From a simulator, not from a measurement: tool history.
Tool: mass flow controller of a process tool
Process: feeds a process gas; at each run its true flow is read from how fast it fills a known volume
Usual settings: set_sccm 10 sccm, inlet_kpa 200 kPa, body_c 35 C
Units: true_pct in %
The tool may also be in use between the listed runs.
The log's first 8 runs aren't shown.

Run 9, hour 690.3: usual settings but body_c 24 C. Result: true_pct 98.63 %.
Run 10, hour 772.5: usual settings but inlet_kpa 264 kPa, body_c 24 C. Result: true_pct 98.87 %.
Run 11, hour 882.3: usual settings. Result: true_pct 97.92 %.
Run 12, hour 975.8: usual settings. Result: true_pct 97.88 %.
Run 13, hour 1082.9: usual settings. Result: true_pct 98.11 %.
Run 14, hour 1130.1: usual settings. Result: true_pct 98.05 %.
Run 15, hour 1203.7: usual settings but inlet_kpa 184 kPa. Result: true_pct 97.97 %.
Run 16, hour 1294.7: usual settings. Result: true_pct 98.00 %.
Run 17, hour 1388.4: usual settings but set_sccm 15 sccm, inlet_kpa 163 kPa, body_c 25 C. Result: true_pct 98.83 %.
Run 18, hour 1436.9: usual settings but set_sccm 2 sccm, inlet_kpa 236 kPa, body_c 32 C. Result: true_pct 100.77 %.
Run 19, hour 1484.9: usual settings but set_sccm 4 sccm, inlet_kpa 153 kPa, body_c 32 C. Result: true_pct 98.40 %.
Run 20, hour 1591.4: usual settings but set_sccm 8 sccm, body_c 31 C. Result: true_pct 98.04 %.
Run 21, hour 1679.9: usual settings but set_sccm 2 sccm, body_c 31 C. Result: true_pct 100.69 %.
Run 22, hour 1773.4: usual settings but set_sccm 12 sccm, inlet_kpa 248 kPa, body_c 25 C. Result: true_pct 98.80 %.
Run 23, hour 1843.5: usual settings but set_sccm 12 sccm, inlet_kpa 238 kPa, body_c 25 C. Result: true_pct 98.84 %.
Run 24, hour 1921.6: usual settings but set_sccm 12 sccm, inlet_kpa 238 kPa, body_c 25 C. Result: true_pct 98.65 %.
Run 25, hour 2019.9: usual settings but set_sccm 15 sccm, body_c 36 C. Result: true_pct 98.50 %.
Run 26, hour 2133.4: usual settings but inlet_kpa 150 kPa, body_c 29 C. Result: true_pct 98.04 %.
Run 27, hour 2214.1: usual settings but inlet_kpa 150 kPa, body_c 29 C. Result: true_pct 97.95 %.
Run 28, hour 2308.2: usual settings but set_sccm 2 sccm, inlet_kpa 160 kPa, body_c 37 C. Result: true_pct 100.55 %.
Run 29, hour 2408.2: usual settings but set_sccm 18 sccm, inlet_kpa 161 kPa, body_c 30 C. Result: true_pct 98.80 %.
Run 30, hour 2516.3: usual settings but inlet_kpa 157 kPa, body_c 27 C. Result: true_pct 98.05 %.
Run 31, hour 2582.8: usual settings but inlet_kpa 157 kPa, body_c 27 C. Result: true_pct 98.20 %.
Run 32, hour 2651.6: usual settings but set_sccm 2 sccm, inlet_kpa 201 kPa, body_c 21 C. Result: true_pct 101.70 %.

3 ways to go on from here, each from the tool as it stands after run 32. What would each give?
Run A, hour 2733.1: usual settings but set_sccm 12 sccm. Result: true_pct ?.
Run B, hour 2733.1: usual settings but set_sccm 11 sccm, inlet_kpa 224 kPa. Result: true_pct ?.
Run C, hour 2733.1: usual settings but inlet_kpa 183 kPa, body_c 22 C. Result: true_pct ?.

run  true_pct
  A     98.17
  B     98.09
  C     98.51
Without the tool's hidden state the same runs would have given:
run  true_pct
  A     98.26
  B     98.09
  C     98.41
